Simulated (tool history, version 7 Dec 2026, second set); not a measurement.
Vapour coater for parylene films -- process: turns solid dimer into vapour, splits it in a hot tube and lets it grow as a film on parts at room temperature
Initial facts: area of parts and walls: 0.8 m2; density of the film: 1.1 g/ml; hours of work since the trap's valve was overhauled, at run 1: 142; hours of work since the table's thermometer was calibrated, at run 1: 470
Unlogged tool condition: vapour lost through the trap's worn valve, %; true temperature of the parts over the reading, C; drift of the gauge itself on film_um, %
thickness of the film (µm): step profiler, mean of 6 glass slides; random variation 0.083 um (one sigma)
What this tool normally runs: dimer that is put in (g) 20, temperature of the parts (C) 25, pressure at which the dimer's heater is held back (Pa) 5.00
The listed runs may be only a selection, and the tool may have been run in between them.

run	day	dimer that is put in (g)	temperature of the parts (C)	pressure at which the dimer's heater is held back (Pa)	hours of work since the trap's valve was overhauled	hours of work since the table's thermometer was calibrated	thickness of the film (µm)
1	0.000	20	25	5.00	142	470	10.97
2	0.496	20	25	5.00	148	477	10.90
3	1.012	20	25	5.00	155	483	11.04
4	1.467	20	25	5.00	161	489	10.93
5	2.012	20	25	5.00	168	496	10.79
6	2.712	21	25	9.98	177	506	10.53
7	3.542	21	25	9.98	188	516	10.45
8	4.462	21	25	9.98	200	528	10.38
9	5.025	21	25	9.98	207	536	10.41
10	5.750	19	25	5.59	217	545	10.20

Forecast each of these 5 alternatives for the next run:
A	6.612	15	25	9.13	228	556	?
B	6.612	13	24	3.33	228	556	?
C	6.612	26	25	9.75	228	556	?
D	6.612	20	25	5.00	228	556	?
E	6.612	13	27	5.08	228	556	?

run	thickness of the film (µm)
A	7.61
B	7.79
C	12.97
D	10.93
E	6.56
What these runs would have given with no unlogged condition in the tool:
run	thickness of the film (µm)
A	7.62
B	7.80
C	12.99
D	10.94
E	6.56
